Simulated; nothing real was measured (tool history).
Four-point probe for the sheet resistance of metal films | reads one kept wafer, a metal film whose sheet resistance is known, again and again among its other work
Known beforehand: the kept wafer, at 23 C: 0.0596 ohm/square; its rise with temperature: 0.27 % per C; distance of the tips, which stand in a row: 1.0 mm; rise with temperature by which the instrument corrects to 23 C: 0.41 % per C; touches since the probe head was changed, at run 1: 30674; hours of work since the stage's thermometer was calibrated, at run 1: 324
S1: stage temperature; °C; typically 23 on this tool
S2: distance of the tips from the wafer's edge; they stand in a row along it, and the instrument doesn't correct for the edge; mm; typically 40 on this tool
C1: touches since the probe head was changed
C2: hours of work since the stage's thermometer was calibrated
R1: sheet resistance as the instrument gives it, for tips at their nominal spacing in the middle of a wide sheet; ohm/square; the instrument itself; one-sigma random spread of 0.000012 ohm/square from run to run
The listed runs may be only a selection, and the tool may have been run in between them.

| run | hour | S1 | S2 | C1 | C2 | R1 |
|---|---|---|---|---|---|---|
| 1 | 0.0 | 23 | 40 | 30674 | 324 | 0.059732 |
| 2 | 17.5 | 30 | 40 | 31396 | 336 | 0.059148 |
| 3 | 38.7 | 30 | 40 | 32266 | 351 | 0.059138 |
| 4 | 50.5 | 18 | 40 | 32756 | 359 | 0.060190 |
|  | 53.6 | stage's thermometer calibrated |
| 5 | 77.2 | 21 | 40 | 33833 | 16 | 0.059927 |
| 6 | 94.9 | 21 | 40 | 34562 | 29 | 0.059940 |
| 7 | 114.0 | 28 | 17 | 35347 | 42 | 0.059421 |
|  | 123.4 | stage's thermometer calibrated, once more |
| 8 | 143.7 | 28 | 17 | 36550 | 14 | 0.059394 |
| 9 | 158.0 | 28 | 23 | 37140 | 24 | 0.059343 |
| 10 | 172.8 | 27 | 5 | 37748 | 34 | 0.060639 |
| 11 | 185.1 | 30 | 29 | 38254 | 43 | 0.059191 |

How the hidden state differs across the entries between the runs, from the last listed run before each to the first after it:
After run 4, before run 5: stage's thermometer calibrated (hour 53.6)
  inner tips' distance over the nominal, %: 0.186 -> 0.19; wafer's true temperature over the reading, C: 0.06 -> 0.09
  what was measured, less what the result would be without the hidden state, R1: +0.000131 -> +0.000138 ohm/square
After run 7, before run 8: stage's thermometer calibrated, once more (hour 123.4)
  inner tips' distance over the nominal, %: 0.196 -> 0.2; tips' flats over new ones', %: 19 -> 20; wafer's true temperature over the reading, C: 0.1 -> -0.05
  what was measured, less what the result would be without the hidden state, R1: +0.000142 -> +0.000120 ohm/square

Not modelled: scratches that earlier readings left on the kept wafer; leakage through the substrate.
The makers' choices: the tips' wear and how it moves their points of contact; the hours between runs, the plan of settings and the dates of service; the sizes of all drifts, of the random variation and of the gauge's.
